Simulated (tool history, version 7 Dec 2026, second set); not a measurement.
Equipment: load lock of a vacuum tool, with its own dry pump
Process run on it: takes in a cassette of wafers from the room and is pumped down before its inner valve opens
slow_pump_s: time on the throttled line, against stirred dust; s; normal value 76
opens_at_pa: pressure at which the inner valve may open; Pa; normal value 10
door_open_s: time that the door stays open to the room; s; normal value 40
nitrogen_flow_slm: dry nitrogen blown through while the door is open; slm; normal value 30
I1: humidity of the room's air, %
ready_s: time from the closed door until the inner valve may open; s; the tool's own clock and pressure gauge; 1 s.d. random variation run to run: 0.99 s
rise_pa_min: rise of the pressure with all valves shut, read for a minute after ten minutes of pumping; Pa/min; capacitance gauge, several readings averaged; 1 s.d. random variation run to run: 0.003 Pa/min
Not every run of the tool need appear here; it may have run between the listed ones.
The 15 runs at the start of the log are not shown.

Run 16, hour 1472.5: usual settings but slow_pump_s 140 s; I1 47.7. Result: ready_s 224.5 s, rise_pa_min 0.039 Pa/min.
Run 17, hour 1592.2: usual settings but slow_pump_s 140 s; I1 45.1. Result: ready_s 223.9 s, rise_pa_min 0.034 Pa/min.
Run 18, hour 1650.8: usual settings but opens_at_pa 8 Pa; I1 45.2. Result: ready_s 183.8 s, rise_pa_min 0.038 Pa/min.
Run 19, hour 1737.3: usual settings but opens_at_pa 16 Pa; I1 44.4. Result: ready_s 173.7 s, rise_pa_min 0.033 Pa/min.
Run 20, hour 1872.0: usual settings but slow_pump_s 126 s, door_open_s 119 s, nitrogen_flow_slm 8 slm; I1 42.1. Result: ready_s 216.4 s, rise_pa_min 0.078 Pa/min.
Run 21, hour 1941.9: usual settings but slow_pump_s 126 s, door_open_s 46 s, nitrogen_flow_slm 8 slm; I1 46.3. Result: ready_s 214.7 s, rise_pa_min 0.063 Pa/min.
Run 22, hour 2002.7: usual settings but slow_pump_s 148 s, opens_at_pa 13 Pa, nitrogen_flow_slm 20 slm; I1 45.7. Result: ready_s 225.3 s, rise_pa_min 0.045 Pa/min.
Run 23, hour 2079.5: usual settings but slow_pump_s 148 s, opens_at_pa 13 Pa, nitrogen_flow_slm 20 slm; I1 42.0. Result: ready_s 229.0 s, rise_pa_min 0.042 Pa/min.
Run 24, hour 2170.7: usual settings but slow_pump_s 148 s, opens_at_pa 13 Pa, nitrogen_flow_slm 20 slm; I1 44.1. Result: ready_s 228.1 s, rise_pa_min 0.044 Pa/min.
Run 25, hour 2253.8: usual settings but slow_pump_s 148 s, opens_at_pa 13 Pa, nitrogen_flow_slm 20 slm; I1 44.3. Result: ready_s 225.4 s, rise_pa_min 0.051 Pa/min.
Run 26, hour 2315.5: usual settings but slow_pump_s 87 s, opens_at_pa 16 Pa, nitrogen_flow_slm 13 slm; I1 45.8. Result: ready_s 186.8 s, rise_pa_min 0.052 Pa/min.
Run 27, hour 2377.8: usual settings but slow_pump_s 87 s, opens_at_pa 16 Pa, nitrogen_flow_slm 13 slm; I1 45.0. Result: ready_s 183.4 s, rise_pa_min 0.052 Pa/min.
Run 28, hour 2489.9: usual settings but door_open_s 28 s, nitrogen_flow_slm 44 slm; I1 46.4. Result: ready_s 183.7 s, rise_pa_min 0.032 Pa/min.
Run 29, hour 2585.7: usual settings but slow_pump_s 59 s, opens_at_pa 9 Pa, door_open_s 50 s, nitrogen_flow_slm 44 slm; I1 42.4. Result: ready_s 174.2 s, rise_pa_min 0.035 Pa/min.
Run 30, hour 2662.6: usual settings but slow_pump_s 59 s, opens_at_pa 9 Pa, door_open_s 50 s, nitrogen_flow_slm 44 slm; I1 44.5. Result: ready_s 176.1 s, rise_pa_min 0.044 Pa/min.
Run 31, hour 2794.3: usual settings but opens_at_pa 9 Pa, nitrogen_flow_slm 7 slm; I1 47.0. Result: ready_s 190.0 s, rise_pa_min 0.066 Pa/min.
Run 32, hour 2887.3: usual settings but nitrogen_flow_slm 8 slm; I1 44.7. Result: ready_s 184.7 s, rise_pa_min 0.066 Pa/min.
Run 33, hour 3016.6: usual settings but nitrogen_flow_slm 8 slm; I1 44.2. Result: ready_s 185.0 s, rise_pa_min 0.065 Pa/min.
At hour 3080.1: dry pump taken out, an overhauled one fitted.
Run 34, hour 3104.2: usual settings but slow_pump_s 122 s, opens_at_pa 7 Pa, door_open_s 68 s, nitrogen_flow_slm 35 slm; I1 46.3. Result: ready_s 193.6 s, rise_pa_min 0.056 Pa/min.
Run 35, hour 3165.3: usual settings but slow_pump_s 69 s, opens_at_pa 7 Pa, door_open_s 164 s, nitrogen_flow_slm 28 slm; I1 45.3. Result: ready_s 154.5 s, rise_pa_min 0.056 Pa/min.
Run 36, hour 3288.3: usual settings but slow_pump_s 70 s, nitrogen_flow_slm 6 slm; I1 46.1. Result: ready_s 151.2 s, rise_pa_min 0.072 Pa/min.

5 options for the next run, each taken on its own from the tool as it stands now. Forecast them:
Run A, hour 3378.1: usual settings but slow_pump_s 100 s, opens_at_pa 19 Pa, nitrogen_flow_slm 6 slm; I1 46.0. Result: ready_s ?, rise_pa_min ?.
Run B, hour 3378.1: usual settings but opens_at_pa 13 Pa; I1 41.0. Result: ready_s ?, rise_pa_min ?.
Run C, hour 3378.1: usual settings but slow_pump_s 70 s, opens_at_pa 8 Pa, nitrogen_flow_slm 7 slm; I1 42.9. Result: ready_s ?, rise_pa_min ?.
Run D, hour 3378.1: usual settings but slow_pump_s 70 s, door_open_s 32 s, nitrogen_flow_slm 8 slm; I1 41.1. Result: ready_s ?, rise_pa_min ?.
Run E, hour 3378.1: usual settings but slow_pump_s 55 s, nitrogen_flow_slm 19 slm; I1 43.9. Result: ready_s ?, rise_pa_min ?.

run  ready_s  rise_pa_min
  A    168.6        0.072
  B    153.4        0.049
  C    155.1        0.071
  D    152.0        0.056
  E    143.1        0.056
With no hidden state in the tool, these same runs would have given:
run  ready_s  rise_pa_min
  A    168.3        0.035
  B    153.2        0.013
  C    154.8        0.035
  D    151.7        0.020
  E    142.8        0.020
